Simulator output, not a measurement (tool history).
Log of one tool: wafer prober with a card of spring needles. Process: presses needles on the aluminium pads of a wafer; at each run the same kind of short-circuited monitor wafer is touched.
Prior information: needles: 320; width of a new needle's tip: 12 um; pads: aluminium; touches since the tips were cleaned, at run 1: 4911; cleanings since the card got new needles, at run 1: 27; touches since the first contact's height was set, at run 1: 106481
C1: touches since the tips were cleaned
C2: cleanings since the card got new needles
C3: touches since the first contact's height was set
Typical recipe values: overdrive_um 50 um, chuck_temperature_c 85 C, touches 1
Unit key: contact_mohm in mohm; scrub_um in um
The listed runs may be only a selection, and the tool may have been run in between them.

{"run": 1, "hour": 0.0, "overdrive_um": 50, "chuck_temperature_c": 85, "touches": 1, "C1": 4911, "C2": 27, "C3": 106481, "contact_mohm": 308, "scrub_um": 8.38}
{"hour": 7.5, "done": "tips cleaned on abrasive film"}
{"hour": 25.1, "done": "tips cleaned on abrasive film"}
{"hour": 42.1, "done": "tips cleaned on abrasive film"}
{"run": 2, "hour": 42.1, "overdrive_um": 50, "chuck_temperature_c": 85, "touches": 2, "C1": 0, "C2": 30, "C3": 130956, "contact_mohm": 207, "scrub_um": 8.22}
{"hour": 60.7, "done": "tips cleaned on abrasive film"}
{"hour": 78.3, "done": "tips cleaned on abrasive film"}
{"run": 3, "hour": 78.6, "overdrive_um": 50, "chuck_temperature_c": 85, "touches": 2, "C1": 138, "C2": 32, "C3": 152138, "contact_mohm": 212, "scrub_um": 8.21}
{"hour": 95.2, "done": "tips cleaned on abrasive film"}
{"hour": 113.5, "done": "tips cleaned on abrasive film"}
{"hour": 123.9, "done": "height of the first contact set anew"}
{"hour": 130.4, "done": "tips cleaned on abrasive film"}
{"run": 4, "hour": 133.8, "overdrive_um": 50, "chuck_temperature_c": 85, "touches": 2, "C1": 2000, "C2": 35, "C3": 5752, "contact_mohm": 233, "scrub_um": 8.02}
{"hour": 148.0, "done": "tips cleaned on abrasive film"}
{"hour": 166.6, "done": "tips cleaned on abrasive film"}
{"hour": 181.5, "done": "tips cleaned on abrasive film"}
{"run": 5, "hour": 183.4, "overdrive_um": 50, "chuck_temperature_c": 85, "touches": 1, "C1": 1152, "C2": 38, "C3": 34581, "contact_mohm": 245, "scrub_um": 7.92}
{"hour": 198.2, "done": "tips cleaned on abrasive film"}
{"hour": 215.9, "done": "tips cleaned on abrasive film"}
{"hour": 232.6, "done": "tips cleaned on abrasive film"}
{"run": 6, "hour": 243.6, "overdrive_um": 32, "chuck_temperature_c": 85, "touches": 1, "C1": 6432, "C2": 41, "C3": 69581, "contact_mohm": 464, "scrub_um": 4.82}
{"hour": 250.5, "done": "tips cleaned on abrasive film"}
{"hour": 265.4, "done": "tips cleaned on abrasive film"}
{"hour": 282.1, "done": "tips cleaned on abrasive film"}
{"hour": 300.6, "done": "tips cleaned on abrasive film"}
{"run": 7, "hour": 300.9, "overdrive_um": 32, "chuck_temperature_c": 85, "touches": 1, "C1": 151, "C2": 45, "C3": 102878, "contact_mohm": 260, "scrub_um": 4.78}
{"hour": 315.8, "done": "tips cleaned on abrasive film"}
{"hour": 333.5, "done": "tips cleaned on abrasive film"}
{"hour": 349.7, "done": "tips cleaned on abrasive film"}
{"run": 8, "hour": 361.2, "overdrive_um": 32, "chuck_temperature_c": 85, "touches": 1, "C1": 6771, "C2": 48, "C3": 137996, "contact_mohm": 508, "scrub_um": 4.68}
{"hour": 365.1, "done": "tips cleaned on abrasive film"}
{"hour": 382.8, "done": "tips cleaned on abrasive film"}
{"run": 9, "hour": 388.1, "overdrive_um": 32, "chuck_temperature_c": 85, "touches": 1, "C1": 3106, "C2": 50, "C3": 153581, "contact_mohm": 405, "scrub_um": 4.68}
{"hour": 398.9, "done": "tips cleaned on abrasive film"}
{"hour": 410.0, "done": "height of the first contact set anew, once more"}
{"hour": 417.2, "done": "tips cleaned on abrasive film"}
{"hour": 435.3, "done": "tips cleaned on abrasive film"}
{"run": 10, "hour": 435.3, "overdrive_um": 32, "chuck_temperature_c": 85, "touches": 1, "C1": 0, "C2": 53, "C3": 14647, "contact_mohm": 239, "scrub_um": 5.38}
{"hour": 453.7, "done": "tips cleaned on abrasive film"}
{"hour": 468.6, "done": "tips cleaned on abrasive film"}
{"hour": 486.6, "done": "tips cleaned on abrasive film"}
{"run": 11, "hour": 489.5, "overdrive_um": 50, "chuck_temperature_c": 76, "touches": 1, "C1": 1704, "C2": 56, "C3": 46193, "contact_mohm": 254, "scrub_um": 8.35}
{"hour": 504.1, "done": "tips cleaned on abrasive film"}
{"hour": 521.6, "done": "tips cleaned on abrasive film"}
{"hour": 539.3, "done": "tips cleaned on abrasive film"}
{"run": 12, "hour": 547.1, "overdrive_um": 48, "chuck_temperature_c": 85, "touches": 1, "C1": 4571, "C2": 59, "C3": 79682, "contact_mohm": 314, "scrub_um": 7.96}
{"hour": 554.6, "done": "tips cleaned on abrasive film"}
{"hour": 572.6, "done": "tips cleaned on abrasive film"}
{"hour": 590.6, "done": "tips cleaned on abrasive film"}
{"run": 13, "hour": 605.2, "overdrive_um": 36, "chuck_temperature_c": 85, "touches": 1, "C1": 8535, "C2": 62, "C3": 113529, "contact_mohm": 442, "scrub_um": 5.92}
{"hour": 609.0, "done": "tips cleaned on abrasive film"}
{"hour": 627.5, "done": "tips cleaned on abrasive film"}
{"hour": 643.7, "done": "tips cleaned on abrasive film"}
{"run": 14, "hour": 643.8, "overdrive_um": 46, "chuck_temperature_c": 85, "touches": 1, "C1": 66, "C2": 65, "C3": 135894, "contact_mohm": 211, "scrub_um": 7.54}
{"hour": 661.3, "done": "tips cleaned on abrasive film"}
{"hour": 676.1, "done": "tips cleaned on abrasive film"}
{"hour": 692.0, "done": "tips cleaned on abrasive film"}
{"run": 15, "hour": 696.0, "overdrive_um": 46, "chuck_temperature_c": 85, "touches": 1, "C1": 2351, "C2": 68, "C3": 166286, "contact_mohm": 285, "scrub_um": 7.48}
{"hour": 709.3, "done": "tips cleaned on abrasive film"}
{"hour": 715.9, "done": "height of the first contact set anew"}
{"hour": 727.0, "done": "tips cleaned on abrasive film"}
{"run": 16, "hour": 735.2, "overdrive_um": 46, "chuck_temperature_c": 85, "touches": 1, "C1": 4785, "C2": 70, "C3": 11213, "contact_mohm": 331, "scrub_um": 7.78}
{"hour": 742.0, "done": "tips cleaned on abrasive film"}
{"hour": 759.9, "done": "tips cleaned on abrasive film"}
{"hour": 776.5, "done": "tips cleaned on abrasive film"}
{"run": 17, "hour": 787.9, "overdrive_um": 32, "chuck_temperature_c": 118, "touches": 1, "C1": 6699, "C2": 73, "C3": 41884, "contact_mohm": 447, "scrub_um": 5.36}
{"hour": 791.6, "done": "tips cleaned on abrasive film"}
{"hour": 810.2, "done": "tips cleaned on abrasive film"}
{"run": 18, "hour": 814.9, "overdrive_um": 32, "chuck_temperature_c": 118, "touches": 1, "C1": 2752, "C2": 75, "C3": 57535, "contact_mohm": 372, "scrub_um": 5.33}
{"hour": 826.1, "done": "tips cleaned on abrasive film"}
{"hour": 844.7, "done": "tips cleaned on abrasive film"}
{"hour": 861.9, "done": "tips cleaned on abrasive film"}
{"hour": 879.3, "done": "tips cleaned on abrasive film"}
{"run": 19, "hour": 879.3, "overdrive_um": 60, "chuck_temperature_c": 44, "touches": 1, "C1": 0, "C2": 79, "C3": 94990, "contact_mohm": 204, "scrub_um": 10}
{"hour": 895.7, "done": "tips cleaned on abrasive film"}
{"hour": 910.6, "done": "tips cleaned on abrasive film"}
{"hour": 928.9, "done": "tips cleaned on abrasive film"}
{"run": 20, "hour": 934.0, "overdrive_um": 49, "chuck_temperature_c": 85, "touches": 3, "C1": 3017, "C2": 82, "C3": 126801, "contact_mohm": 235, "scrub_um": 8.06}
{"hour": 945.2, "done": "tips cleaned on abrasive film"}
{"hour": 962.9, "done": "tips cleaned on abrasive film"}
{"run": 21, "hour": 962.9, "overdrive_um": 49, "chuck_temperature_c": 86, "touches": 2, "C1": 0, "C2": 84, "C3": 143537, "contact_mohm": 215, "scrub_um": 8.01}
{"hour": 981.4, "done": "tips cleaned on abrasive film"}
{"hour": 998.4, "done": "tips cleaned on abrasive film"}
{"run": 22, "hour": 998.4, "overdrive_um": 43, "chuck_temperature_c": 65, "touches": 1, "C1": 0, "C2": 86, "C3": 164219, "contact_mohm": 208, "scrub_um": 6.95}
{"hour": 1015.7, "done": "tips cleaned on abrasive film"}
{"hour": 1022.8, "done": "height of the first contact set anew"}
{"hour": 1033.0, "done": "tips cleaned on abrasive film"}
{"hour": 1051.1, "done": "tips cleaned on abrasive film"}
{"run": 23, "hour": 1055.0, "overdrive_um": 43, "chuck_temperature_c": 65, "touches": 1, "C1": 2318, "C2": 89, "C3": 18714, "contact_mohm": 300, "scrub_um": 7.25}
{"hour": 1068.4, "done": "tips cleaned on abrasive film"}
{"hour": 1084.8, "done": "tips cleaned on abrasive film"}
{"run": 24, "hour": 1094.8, "overdrive_um": 50, "chuck_temperature_c": 51, "touches": 1, "C1": 5833, "C2": 91, "C3": 41876, "contact_mohm": 321, "scrub_um": 8.4}
{"hour": 1101.6, "done": "tips cleaned on abrasive film"}
{"hour": 1120.2, "done": "tips cleaned on abrasive film"}
{"hour": 1137.8, "done": "tips cleaned on abrasive film"}
{"run": 25, "hour": 1151.7, "overdrive_um": 59, "chuck_temperature_c": 85, "touches": 1, "C1": 8147, "C2": 94, "C3": 74965, "contact_mohm": 310, "scrub_um": 9.83}
{"hour": 1154.4, "done": "tips cleaned on abrasive film"}
{"hour": 1171.3, "done": "tips cleaned on abrasive film"}
{"hour": 1189.9, "done": "tips cleaned on abrasive film"}
{"run": 26, "hour": 1198.7, "overdrive_um": 50, "chuck_temperature_c": 40, "touches": 1, "C1": 5164, "C2": 97, "C3": 102301, "contact_mohm": 332, "scrub_um": 8.29}
{"hour": 1205.5, "done": "tips cleaned on abrasive film"}
{"hour": 1223.2, "done": "tips cleaned on abrasive film"}
{"hour": 1241.7, "done": "tips cleaned on abrasive film"}
{"hour": 1259.6, "done": "tips cleaned on abrasive film"}
{"run": 27, "hour": 1259.9, "overdrive_um": 50, "chuck_temperature_c": 43, "touches": 1, "C1": 146, "C2": 101, "C3": 137828, "contact_mohm": 207, "scrub_um": 8.24}

Here are 4 independent what-if runs from the current tool condition. What would each one return?
{"hour": 1274.8, "done": "tips cleaned on abrasive film"}
{"hour": 1292.8, "done": "tips cleaned on abrasive film"}
{"hour": 1311.3, "done": "tips cleaned on abrasive film"}
{"run": "A", "hour": 1315.0, "overdrive_um": 37, "chuck_temperature_c": 82, "touches": 2, "C1": 2164, "C2": 104, "C3": 169914, "contact_mohm": "?", "scrub_um": "?"}
{"hour": 1274.8, "done": "tips cleaned on abrasive film"}
{"hour": 1292.8, "done": "tips cleaned on abrasive film"}
{"hour": 1311.3, "done": "tips cleaned on abrasive film"}
{"run": "B", "hour": 1315.0, "overdrive_um": 50, "chuck_temperature_c": 85, "touches": 1, "C1": 2164, "C2": 104, "C3": 169914, "contact_mohm": "?", "scrub_um": "?"}
{"hour": 1274.8, "done": "tips cleaned on abrasive film"}
{"hour": 1292.8, "done": "tips cleaned on abrasive film"}
{"hour": 1311.3, "done": "tips cleaned on abrasive film"}
{"run": "C", "hour": 1315.0, "overdrive_um": 50, "chuck_temperature_c": 41, "touches": 1, "C1": 2164, "C2": 104, "C3": 169914, "contact_mohm": "?", "scrub_um": "?"}
{"hour": 1274.8, "done": "tips cleaned on abrasive film"}
{"hour": 1292.8, "done": "tips cleaned on abrasive film"}
{"hour": 1311.3, "done": "tips cleaned on abrasive film"}
{"run": "D", "hour": 1315.0, "overdrive_um": 41, "chuck_temperature_c": 110, "touches": 1, "C1": 2164, "C2": 104, "C3": 169914, "contact_mohm": "?", "scrub_um": "?"}

run=A contact_mohm=292 scrub_um=5.97
run=B contact_mohm=281 scrub_um=8.22
run=C contact_mohm=278 scrub_um=8.14
run=D contact_mohm=326 scrub_um=6.65
With the hidden condition removed and each run's random variation left untouched, the same runs would have given:
run=A contact_mohm=204 scrub_um=6.26
run=B contact_mohm=198 scrub_um=8.5
run=C contact_mohm=189 scrub_um=8.42
run=D contact_mohm=210 scrub_um=6.93

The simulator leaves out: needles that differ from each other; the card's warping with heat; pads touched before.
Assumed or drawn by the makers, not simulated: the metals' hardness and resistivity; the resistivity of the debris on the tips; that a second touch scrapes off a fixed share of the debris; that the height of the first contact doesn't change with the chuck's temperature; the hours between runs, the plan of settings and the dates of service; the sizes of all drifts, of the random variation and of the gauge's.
